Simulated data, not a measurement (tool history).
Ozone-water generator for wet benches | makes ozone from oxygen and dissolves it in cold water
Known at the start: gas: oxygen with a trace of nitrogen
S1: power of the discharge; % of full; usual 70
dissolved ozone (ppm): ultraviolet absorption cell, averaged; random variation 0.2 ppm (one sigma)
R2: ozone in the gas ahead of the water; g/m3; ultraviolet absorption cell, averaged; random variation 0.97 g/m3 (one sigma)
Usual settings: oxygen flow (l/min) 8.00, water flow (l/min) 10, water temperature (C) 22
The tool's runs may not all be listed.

Run 1, day 0.000: usual settings. Result: dissolved ozone (ppm) 27.3, R2 153.9 g/m3.
Run 2, day 7.750: usual settings. Result: dissolved ozone (ppm) 27.3, R2 154.5 g/m3.
Run 3, day 13.567: usual settings but water flow (l/min) 12. Result: dissolved ozone (ppm) 24.8, R2 152.2 g/m3.
Run 4, day 22.258: usual settings. Result: dissolved ozone (ppm) 26.9, R2 152.7 g/m3.
Run 5, day 26.833: usual settings. Result: dissolved ozone (ppm) 27.1, R2 153.7 g/m3.
Run 6, day 33.892: usual settings but oxygen flow (l/min) 9.78. Result: dissolved ozone (ppm) 26.0, R2 140.9 g/m3.
Run 7, day 41.621: usual settings but S1 49 % of full, oxygen flow (l/min) 13.86, water temperature (C) 27. Result: dissolved ozone (ppm) 15.9, R2 91.5 g/m3.
At day 44.988: contactor cleaned.
Run 8, day 48.879: usual settings but S1 74 % of full, oxygen flow (l/min) 11.49, water flow (l/min) 7. Result: dissolved ozone (ppm) 29.4, R2 137.6 g/m3.
Run 9, day 53.433: usual settings but S1 44 % of full, oxygen flow (l/min) 11.49, water flow (l/min) 7, water temperature (C) 14. Result: dissolved ozone (ppm) 24.3, R2 90.4 g/m3.
Run 10, day 62.592: usual settings but S1 59 % of full, oxygen flow (l/min) 5.49, water flow (l/min) 7, water temperature (C) 23. Result: dissolved ozone (ppm) 28.6, R2 156.7 g/m3.

3 ways to go on from here, each from the tool as it stands after run 10. What would each give?
Run A, day 67.167: usual settings but water flow (l/min) 13. Result: dissolved ozone (ppm) ?, R2 ?.
Run B, day 67.167: usual settings but oxygen flow (l/min) 12.35, water flow (l/min) 13, water temperature (C) 23. Result: dissolved ozone (ppm) ?, R2 ?.
Run C, day 67.167: usual settings but oxygen flow (l/min) 4.39. Result: dissolved ozone (ppm) ?, R2 ?.

run  dissolved ozone (ppm)     R2
  A                   23.9  154.2
  B                   21.6  125.8
  C                   28.8  197.5
Without the tool's hidden state the same runs would have given:
run  dissolved ozone (ppm)     R2
  A                   26.5  168.8
  B                   24.0  137.8
  C                   31.8  216.4
